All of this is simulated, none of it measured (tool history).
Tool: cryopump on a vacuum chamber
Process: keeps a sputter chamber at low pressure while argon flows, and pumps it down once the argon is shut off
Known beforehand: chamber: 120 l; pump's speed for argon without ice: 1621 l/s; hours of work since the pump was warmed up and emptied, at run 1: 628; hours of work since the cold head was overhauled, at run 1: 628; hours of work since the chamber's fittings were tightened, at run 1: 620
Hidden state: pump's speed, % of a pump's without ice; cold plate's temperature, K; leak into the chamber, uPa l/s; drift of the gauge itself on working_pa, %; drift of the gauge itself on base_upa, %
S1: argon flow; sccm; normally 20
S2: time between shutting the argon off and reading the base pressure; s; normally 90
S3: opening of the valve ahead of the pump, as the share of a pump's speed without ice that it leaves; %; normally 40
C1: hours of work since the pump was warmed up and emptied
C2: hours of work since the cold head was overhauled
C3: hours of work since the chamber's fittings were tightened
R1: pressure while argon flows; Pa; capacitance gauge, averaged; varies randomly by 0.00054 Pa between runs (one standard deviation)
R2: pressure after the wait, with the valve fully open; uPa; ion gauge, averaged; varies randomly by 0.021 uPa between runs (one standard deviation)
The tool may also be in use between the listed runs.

| run | day | S1 | S2 | S3 | C1 | C2 | C3 | R1 | R2 |
|---|---|---|---|---|---|---|---|---|---|
| 1 | 0 | 20 | 90 | 40 | 628 | 628 | 620 | 0.0547 | 0.92 |
| 2 | 1 | 20 | 90 | 40 | 646 | 646 | 638 | 0.0535 | 0.93 |
| 3 | 1.542 | 20 | 90 | 40 | 655 | 655 | 648 | 0.0543 | 0.97 |
| 4 | 2.425 | 20 | 42 | 40 | 671 | 671 | 664 | 0.0547 | 1.3 |
| 5 | 3.446 | 20 | 90 | 40 | 689 | 689 | 682 | 0.0543 | 0.96 |
| 6 | 4.317 | 20 | 90 | 45 | 705 | 705 | 697 | 0.0492 | 0.95 |
| 7 | 4.933 | 20 | 90 | 45 | 716 | 716 | 708 | 0.048 | 1.01 |
| 8 | 6.033 | 20 | 90 | 45 | 735 | 735 | 728 | 0.0486 | 1.02 |
| 9 | 7.108 | 20 | 90 | 45 | 754 | 754 | 747 | 0.049 | 1.04 |
| 10 | 7.679 | 20 | 90 | 45 | 765 | 765 | 757 | 0.0482 | 1.05 |
| 11 | 8.242 | 20 | 90 | 45 | 775 | 775 | 767 | 0.0493 | 1.06 |
| 12 | 8.779 | 20 | 90 | 45 | 784 | 784 | 777 | 0.0489 | 1.09 |
| 13 | 9.808 | 20 | 90 | 45 | 803 | 803 | 795 | 0.0499 | 1.05 |
| 14 | 10.862 | 20 | 90 | 45 | 822 | 822 | 814 | 0.0484 | 1.04 |
| 15 | 11.783 | 20 | 90 | 45 | 838 | 838 | 831 | 0.0485 | 1.08 |
| 16 | 12.912 | 20 | 150 | 45 | 858 | 858 | 851 | 0.0493 | 0.93 |
| 17 | 13.942 | 20 | 150 | 45 | 876 | 876 | 869 | 0.0494 | 0.93 |
| 18 | 14.742 | 15 | 56 | 37 | 891 | 891 | 883 | 0.0445 | 1.33 |
| 19 | 15.617 | 16 | 48 | 20 | 906 | 906 | 899 | 0.0862 | 1.38 |
| 20 | 16.388 | 16 | 48 | 20 | 920 | 920 | 913 | 0.0856 | 1.4 |
| 21 | 17.467 | 16 | 48 | 20 | 939 | 939 | 932 | 0.0854 | 1.45 |
| 22 | 18.412 | 16 | 48 | 20 | 956 | 956 | 949 | 0.0861 | 1.46 |
| 23 | 19.517 | 11 | 170 | 23 | 976 | 976 | 969 | 0.0502 | 1 |
| 24 | 20.083 | 11 | 36 | 55 | 986 | 986 | 979 | 0.0224 | 1.68 |
| 25 | 20.917 | 10 | 51 | 40 | 1001 | 1001 | 994 | 0.0276 | 1.45 |
| 26 | 21.629 | 10 | 188 | 23 | 1014 | 1014 | 1006 | 0.0471 | 1.05 |
| 27 | 22.5 | 24 | 110 | 23 | 1029 | 1029 | 1022 | 0.1134 | 1.19 |
| 28 | 23.55 | 25 | 268 | 16 | 1048 | 1048 | 1040 | 0.1683 | 1 |
| 29 | 24.317 | 24 | 171 | 40 | 1062 | 1062 | 1054 | 0.0659 | 1.05 |
| 30 | 25.058 | 24 | 171 | 40 | 1075 | 1075 | 1067 | 0.066 | 1.12 |
| 31 | 25.742 | 24 | 171 | 40 | 1087 | 1087 | 1080 | 0.0673 | 1.06 |
| 32 | 26.454 | 20 | 271 | 15 | 1100 | 1100 | 1092 | 0.1425 | 1.07 |
| 33 | 27.054 | 20 | 271 | 15 | 1110 | 1110 | 1103 | 0.1424 | 1.1 |

Per-run results on a tool with no hidden state, each run keeping its own random variation:
| run | R1 | R2 |
|---|---|---|
| 1 | 0.0526 | 0.51 |
| 2 | 0.0515 | 0.5 |
| 3 | 0.0522 | 0.54 |
| 4 | 0.0525 | 0.86 |
| 5 | 0.0521 | 0.5 |
| 6 | 0.0469 | 0.48 |
| 7 | 0.0457 | 0.53 |
| 8 | 0.0463 | 0.53 |
| 9 | 0.0465 | 0.53 |
| 10 | 0.0457 | 0.53 |
| 11 | 0.0468 | 0.53 |
| 12 | 0.0463 | 0.57 |
| 13 | 0.0473 | 0.51 |
| 14 | 0.0458 | 0.49 |
| 15 | 0.0458 | 0.52 |
| 16 | 0.0466 | 0.35 |
| 17 | 0.0465 | 0.34 |
| 18 | 0.0423 | 0.73 |
| 19 | 0.0838 | 0.76 |
| 20 | 0.0832 | 0.78 |
| 21 | 0.0829 | 0.8 |
| 22 | 0.0836 | 0.81 |
| 23 | 0.0485 | 0.35 |
| 24 | 0.0207 | 1.02 |
| 25 | 0.026 | 0.76 |
| 26 | 0.0455 | 0.37 |
| 27 | 0.1094 | 0.47 |
| 28 | 0.164 | 0.27 |
| 29 | 0.0618 | 0.33 |
| 30 | 0.0619 | 0.36 |
| 31 | 0.063 | 0.33 |
| 32 | 0.1389 | 0.31 |
| 33 | 0.1388 | 0.33 |
